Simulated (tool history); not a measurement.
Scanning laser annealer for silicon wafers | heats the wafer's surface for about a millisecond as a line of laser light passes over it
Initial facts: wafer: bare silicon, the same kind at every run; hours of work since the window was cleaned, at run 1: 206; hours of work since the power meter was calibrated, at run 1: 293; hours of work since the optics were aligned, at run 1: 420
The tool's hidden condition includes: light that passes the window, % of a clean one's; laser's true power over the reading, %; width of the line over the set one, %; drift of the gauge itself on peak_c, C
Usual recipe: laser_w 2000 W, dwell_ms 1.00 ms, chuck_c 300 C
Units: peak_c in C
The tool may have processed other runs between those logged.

run	hour	laser_w	dwell_ms	chuck_c	hours of work since the window was cleaned	hours of work since the power meter was calibrated	hours of work since the optics were aligned	peak_c
1	0.0	2000	1.00	300	206	293	420	1040
2	12.3	2000	1.00	300	215	302	429	1040
3	24.5	2000	1.00	300	223	310	437	1038
4	33.5	2000	1.00	300	229	316	443	1037
5	42.5	2000	1.00	300	235	322	449	1039
6	53.2	2000	1.00	300	242	329	457	1036
7	63.8	2000	1.00	300	250	337	464	1035
8	73.0	2000	1.00	332	256	343	470	1069
9	81.0	1833	1.15	328	261	348	476	1047
10	91.7	1975	0.96	266	268	355	483	977
11	104.1	1868	0.97	299	277	364	491	972
12	109.7	1868	0.97	299	281	368	495	972
13	117.3	1868	0.97	299	286	373	500	971
14	125.7	2184	0.79	260	292	379	506	978
15	134.9	1885	1.00	283	298	385	512	971

The same runs without the tool's hidden state, with the same run-to-run variation:
run	peak_c
1	1063
2	1064
3	1062
4	1061
5	1064
6	1062
7	1061
8	1096
9	1074
10	1004
11	998
12	999
13	998
14	1007
15	999
